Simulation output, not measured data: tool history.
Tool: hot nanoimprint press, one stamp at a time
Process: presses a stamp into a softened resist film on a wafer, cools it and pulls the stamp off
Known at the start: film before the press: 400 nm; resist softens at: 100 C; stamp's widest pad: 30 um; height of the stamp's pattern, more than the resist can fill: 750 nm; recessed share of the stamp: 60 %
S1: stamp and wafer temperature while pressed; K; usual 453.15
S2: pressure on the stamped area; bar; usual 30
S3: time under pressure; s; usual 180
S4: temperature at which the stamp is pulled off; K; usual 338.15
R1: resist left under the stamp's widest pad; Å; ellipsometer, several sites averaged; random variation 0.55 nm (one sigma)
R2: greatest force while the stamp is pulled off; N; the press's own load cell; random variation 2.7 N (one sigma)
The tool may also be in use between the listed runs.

{"run": 1, "day": 0.0, "S1": 453.15, "S2": 30, "S3": 180, "S4": 338.15, "R1": 1676, "R2": 132}
{"run": 2, "day": 2.3, "S1": 453.15, "S2": 30, "S3": 180, "S4": 338.15, "R1": 1682, "R2": 136}
{"run": 3, "day": 4.233, "S1": 453.15, "S2": 30, "S3": 180, "S4": 338.15, "R1": 1667, "R2": 143}
{"run": 4, "day": 6.596, "S1": 453.15, "S2": 30, "S3": 180, "S4": 338.15, "R1": 1664, "R2": 144}
{"run": 5, "day": 8.292, "S1": 453.15, "S2": 30, "S3": 180, "S4": 338.15, "R1": 1658, "R2": 156}
{"run": 6, "day": 9.683, "S1": 453.15, "S2": 30, "S3": 156, "S4": 338.15, "R1": 1742, "R2": 156}
{"run": 7, "day": 12.146, "S1": 453.15, "S2": 30, "S3": 180, "S4": 338.15, "R1": 1653, "R2": 162}
{"run": 8, "day": 13.854, "S1": 453.15, "S2": 30, "S3": 180, "S4": 338.15, "R1": 1646, "R2": 160}
{"run": 9, "day": 16.217, "S1": 457.15, "S2": 30, "S3": 180, "S4": 338.15, "R1": 1462, "R2": 170}
{"day": 17.171, "done": "stamp cleaned and given a new release coat"}
{"run": 10, "day": 18.379, "S1": 453.15, "S2": 27.9, "S3": 180, "S4": 338.15, "R1": 1707, "R2": 127}
{"day": 18.804, "done": "plate thermocouple calibrated"}
{"run": 11, "day": 20.992, "S1": 453.15, "S2": 45.8, "S3": 180, "S4": 338.15, "R1": 1302, "R2": 129}
{"run": 12, "day": 23.671, "S1": 453.15, "S2": 30, "S3": 180, "S4": 338.15, "R1": 1615, "R2": 135}
{"run": 13, "day": 26.8, "S1": 464.15, "S2": 30, "S3": 180, "S4": 338.15, "R1": 1163, "R2": 142}
{"run": 14, "day": 28.2, "S1": 455.15, "S2": 30, "S3": 180, "S4": 338.15, "R1": 1512, "R2": 144}
{"day": 29.258, "done": "plate thermocouple calibrated, once more"}
{"run": 15, "day": 31.421, "S1": 457.15, "S2": 30, "S3": 180, "S4": 338.15, "R1": 1510, "R2": 154}
{"run": 16, "day": 32.75, "S1": 457.15, "S2": 35.9, "S3": 180, "S4": 338.15, "R1": 1373, "R2": 155}
{"run": 17, "day": 34.538, "S1": 457.15, "S2": 44.2, "S3": 180, "S4": 338.15, "R1": 1225, "R2": 160}
{"run": 18, "day": 37.412, "S1": 454.15, "S2": 44.2, "S3": 180, "S4": 338.15, "R1": 1354, "R2": 169}
{"day": 38.908, "done": "stamp cleaned and given a new release coat"}
{"run": 19, "day": 40.179, "S1": 445.15, "S2": 44.2, "S3": 267, "S4": 339.15, "R1": 1569, "R2": 125}
{"run": 20, "day": 42.017, "S1": 445.15, "S2": 44.2, "S3": 267, "S4": 339.15, "R1": 1566, "R2": 134}
{"run": 21, "day": 44.712, "S1": 453.15, "S2": 40.9, "S3": 100, "S4": 338.15, "R1": 1789, "R2": 131}
{"run": 22, "day": 46.858, "S1": 453.15, "S2": 40.9, "S3": 100, "S4": 338.15, "R1": 1785, "R2": 143}
{"run": 23, "day": 48.446, "S1": 450.15, "S2": 23.1, "S3": 239, "S4": 324.15, "R1": 1886, "R2": 162}
{"run": 24, "day": 50.592, "S1": 450.15, "S2": 23.1, "S3": 239, "S4": 324.15, "R1": 1870, "R2": 169}
{"run": 25, "day": 52.804, "S1": 461.15, "S2": 38.3, "S3": 239, "S4": 334.15, "R1": 1032, "R2": 162}
{"run": 26, "day": 55.571, "S1": 461.15, "S2": 24.7, "S3": 239, "S4": 328.15, "R1": 1296, "R2": 179}
{"day": 56.438, "done": "plate thermocouple calibrated"}
{"run": 27, "day": 58.683, "S1": 449.15, "S2": 24.7, "S3": 143, "S4": 336.15, "R1": 2256, "R2": 173}
{"day": 60.508, "done": "stamp cleaned and given a new release coat"}
{"run": 28, "day": 61.567, "S1": 449.15, "S2": 24.7, "S3": 143, "S4": 336.15, "R1": 2271, "R2": 128}
{"run": 29, "day": 63.612, "S1": 449.15, "S2": 24.7, "S3": 143, "S4": 336.15, "R1": 2257, "R2": 130}

5 ways to go on from here, each from the tool as it stands after run 29. What would each give?
{"run": "A", "day": 66.225, "S1": 453.15, "S2": 30, "S3": 180, "S4": 336.15, "R1": "?", "R2": "?"}
{"run": "B", "day": 66.225, "S1": 453.15, "S2": 30, "S3": 180, "S4": 331.15, "R1": "?", "R2": "?"}
{"run": "C", "day": 66.225, "S1": 449.15, "S2": 25.9, "S3": 143, "S4": 328.15, "R1": "?", "R2": "?"}
{"run": "D", "day": 66.225, "S1": 449.15, "S2": 24.7, "S3": 143, "S4": 323.15, "R1": "?", "R2": "?"}
{"run": "E", "day": 66.225, "S1": 453.15, "S2": 30, "S3": 115, "S4": 338.15, "R1": "?", "R2": "?"}

run=A R1=1679 R2=138
run=B R1=1689 R2=153
run=C R1=2216 R2=147
run=D R1=2238 R2=158
run=E R1=1981 R2=137
Without the tool's hidden state the same runs would have given:
run=A R1=1671 R2=126
run=B R1=1680 R2=140
run=C R1=2212 R2=134
run=D R1=2235 R2=144
run=E R1=1972 R2=125
